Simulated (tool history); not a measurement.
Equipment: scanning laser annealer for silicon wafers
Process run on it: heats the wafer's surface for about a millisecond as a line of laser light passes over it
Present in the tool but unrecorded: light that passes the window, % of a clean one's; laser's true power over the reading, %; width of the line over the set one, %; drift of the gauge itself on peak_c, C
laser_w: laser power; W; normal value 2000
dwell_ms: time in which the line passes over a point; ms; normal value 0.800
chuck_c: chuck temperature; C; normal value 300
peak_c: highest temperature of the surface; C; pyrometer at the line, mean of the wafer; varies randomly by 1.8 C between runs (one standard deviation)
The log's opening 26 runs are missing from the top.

run,day,laser_w,dwell_ms,chuck_c,hours of work since the window was cleaned,hours of work since the power meter was calibrated,hours of work since the optics were aligned,peak_c
27,11.471,1710,0.597,300,91,405,536,804
28,11.796,1710,0.597,300,95,409,540,804
29,12.154,2143,0.994,323,100,414,545,1149
30,12.633,2038,0.598,290,106,420,551,902
31,13.012,1976,0.943,264,111,425,556,1004
32,13.512,2191,0.854,288,117,431,562,1073
33,14.004,2098,0.800,300,123,437,568,1024
34,14.333,2098,0.800,300,127,441,572,1021
35,14.854,2098,0.800,300,134,448,579,1022
36,15.225,2098,0.800,300,138,452,583,1023
37,15.592,2098,0.564,327,143,457,588,933
38,16.025,2000,0.813,300,148,462,593,991

Predict each of these 5 candidate next runs independently; none follows another, all start after run 38:
A,16.575,2000,0.881,330,155,469,600,?
B,16.575,1889,0.813,300,155,469,600,?
C,16.575,2104,0.972,334,155,469,600,?
D,16.575,1845,0.813,300,155,469,600,?
E,16.575,1700,0.813,267,155,469,600,?

run,peak_c
A,1050
B,952
C,1132
D,933
E,848
With no hidden state in the tool, these same runs would have given:
run,peak_c
A,1067
B,967
C,1151
D,948
E,862
